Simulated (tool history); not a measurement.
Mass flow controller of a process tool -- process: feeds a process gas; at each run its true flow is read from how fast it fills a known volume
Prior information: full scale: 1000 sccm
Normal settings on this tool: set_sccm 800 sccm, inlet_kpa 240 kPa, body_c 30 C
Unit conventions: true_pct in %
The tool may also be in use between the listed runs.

| run | day | set_sccm | inlet_kpa | body_c | true_pct |
|---|---|---|---|---|---|
| 1 | 0 | 800 | 240 | 30 | 100.39 |
| 2 | 6.971 | 800 | 240 | 21 | 101.49 |
| 3 | 16.862 | 800 | 240 | 21 | 101.31 |
| 4 | 26.533 | 800 | 240 | 21 | 101.32 |
| 5 | 34.279 | 800 | 240 | 21 | 101.37 |
| 6 | 44.554 | 800 | 240 | 30 | 100.32 |
| 7 | 50.354 | 800 | 240 | 30 | 100.25 |
| 8 | 59.217 | 123 | 240 | 38 | 90.85 |
| 9 | 66.808 | 445 | 170 | 30 | 98.16 |
| 10 | 73.112 | 106 | 280 | 24 | 90.65 |
| 11 | 80.904 | 435 | 263 | 32 | 98.31 |
| 12 | 87.575 | 800 | 209 | 30 | 100.19 |
| 13 | 97.604 | 800 | 209 | 30 | 100.24 |

Forecast each of these 3 alternatives for the next run:
| A | 105.804 | 413 | 192 | 26 | ? |
| B | 105.804 | 904 | 233 | 33 | ? |
| C | 105.804 | 800 | 193 | 32 | ? |

| run | true_pct |
|---|---|
| A | 98.19 |
| B | 100.22 |
| C | 99.89 |
With no hidden state in the tool, these same runs would have given:
| run | true_pct |
|---|---|
| A | 98.72 |
| B | 99.03 |
| C | 98.88 |
